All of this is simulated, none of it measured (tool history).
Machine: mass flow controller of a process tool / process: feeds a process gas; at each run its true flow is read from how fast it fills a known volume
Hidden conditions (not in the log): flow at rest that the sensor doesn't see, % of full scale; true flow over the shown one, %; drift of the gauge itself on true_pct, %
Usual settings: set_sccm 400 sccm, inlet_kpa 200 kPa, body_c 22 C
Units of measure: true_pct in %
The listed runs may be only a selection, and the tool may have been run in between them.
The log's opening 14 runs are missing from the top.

run,day,set_sccm,inlet_kpa,body_c,hours of work since the controller was set to zero,hours of work since the controller was changed,true_pct
15,35.758,400,200,22,2497,2497,97.69
16,38.746,400,200,22,2553,2553,97.8
17,41.525,400,200,22,2606,2606,97.61
18,45.104,400,200,22,2674,2674,97.63
19,48.008,400,200,22,2729,2729,97.53
20,51.788,400,212,22,2800,2800,97.47
21,54.454,400,212,22,2851,2851,97.36
22,57.817,355,257,22,2914,2914,97.37
23,60.621,183,169,22,2967,2967,96.72
24,64.212,271,207,34,3035,3035,97.65
25,66.738,271,207,34,3083,3083,97.68
26,68.471,271,144,37,3116,3116,97.62
27,70.129,190,233,29,3147,3147,97.05
28,73.012,707,200,33,3202,3202,98.44
29,74.575,707,200,33,3231,3231,98.51
30,78.379,165,189,24,3303,3303,96.7
31,81.642,165,176,24,3365,3365,96.53
32,83.812,591,178,26,3406,3406,97.59
33,86.679,591,178,31,3460,3460,97.89
34,89.229,591,178,31,3509,3509,97.85
35,91.704,643,178,33,3555,3555,98.07
36,93.279,163,214,24,3585,3585,96.37
37,95.654,417,148,37,3630,3630,97.49
38,98.421,417,148,37,3683,3683,97.49
39,101.908,417,148,37,3749,3749,97.51

What if the next run were any one of these 5? Each begins from the tool's condition after run 39:
A,105.012,143,175,25,3807,3807,?
B,105.012,120,200,22,3807,3807,?
C,105.012,118,200,25,3807,3807,?
D,105.012,639,200,22,3807,3807,?
E,105.012,542,264,36,3807,3807,?

run,true_pct
A,96.09
B,95.85
C,96.18
D,97.1
E,97.76
Stripped of hidden state, with their random variation kept, the same runs would have yielded:
run,true_pct
A,97.74
B,97.49
C,97.83
D,98.79
E,99.46

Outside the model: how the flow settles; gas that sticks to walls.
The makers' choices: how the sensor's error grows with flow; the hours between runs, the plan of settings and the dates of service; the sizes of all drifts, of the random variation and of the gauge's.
